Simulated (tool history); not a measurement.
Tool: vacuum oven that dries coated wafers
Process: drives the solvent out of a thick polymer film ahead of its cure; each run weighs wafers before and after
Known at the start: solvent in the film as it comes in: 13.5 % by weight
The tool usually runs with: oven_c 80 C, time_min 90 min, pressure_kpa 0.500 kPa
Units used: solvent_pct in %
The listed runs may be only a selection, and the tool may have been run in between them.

| run | hour | oven_c | time_min | pressure_kpa | solvent_pct |
|---|---|---|---|---|---|
| 1 | 0.0 | 80 | 90 | 0.500 | 3.01 |
| 2 | 40.1 | 80 | 90 | 0.500 | 3.04 |
| 3 | 82.3 | 80 | 90 | 0.500 | 3.17 |
| 4 | 157.0 | 80 | 90 | 0.500 | 3.18 |
| 5 | 230.6 | 80 | 90 | 0.500 | 3.14 |
| 6 | 288.2 | 80 | 90 | 0.500 | 3.27 |
| 7 | 371.0 | 80 | 90 | 0.500 | 3.22 |
| 8 | 447.1 | 80 | 90 | 0.500 | 3.28 |
| 9 | 499.8 | 73 | 90 | 0.500 | 4.94 |
| 10 | 541.3 | 73 | 90 | 0.500 | 4.95 |
| 11 | 615.5 | 80 | 90 | 0.500 | 3.35 |
| 12 | 672.9 | 73 | 153 | 0.379 | 2.88 |
|  | 735.2 | oven's thermocouples calibrated |
| 13 | 763.6 | 73 | 153 | 0.379 | 2.59 |
| 14 | 824.0 | 81 | 90 | 0.661 | 2.90 |
| 15 | 888.0 | 91 | 117 | 0.929 | 0.92 |
| 16 | 981.6 | 67 | 161 | 1.733 | 5.19 |
| 17 | 1061.7 | 67 | 161 | 1.733 | 5.07 |
| 18 | 1109.2 | 93 | 90 | 0.500 | 0.96 |
| 19 | 1196.4 | 65 | 113 | 0.312 | 5.75 |
| 20 | 1249.0 | 80 | 129 | 1.410 | 2.64 |
| 21 | 1295.5 | 80 | 78 | 0.500 | 3.81 |
| 22 | 1356.4 | 75 | 90 | 1.891 | 5.28 |

Consider 3 possible next runs. They are alternatives, not a sequence: every one starts from the tool as it was left by run 22. What does each give?
| A | 1435.4 | 71 | 129 | 1.050 | ? |
| B | 1435.4 | 79 | 151 | 1.891 | ? |
| C | 1435.4 | 75 | 83 | 1.891 | ? |

| run | solvent_pct |
|---|---|
| A | 4.48 |
| B | 2.83 |
| C | 5.67 |
Without the tool's hidden state the same runs would have given:
| run | solvent_pct |
|---|---|
| A | 3.91 |
| B | 2.38 |
| C | 5.17 |
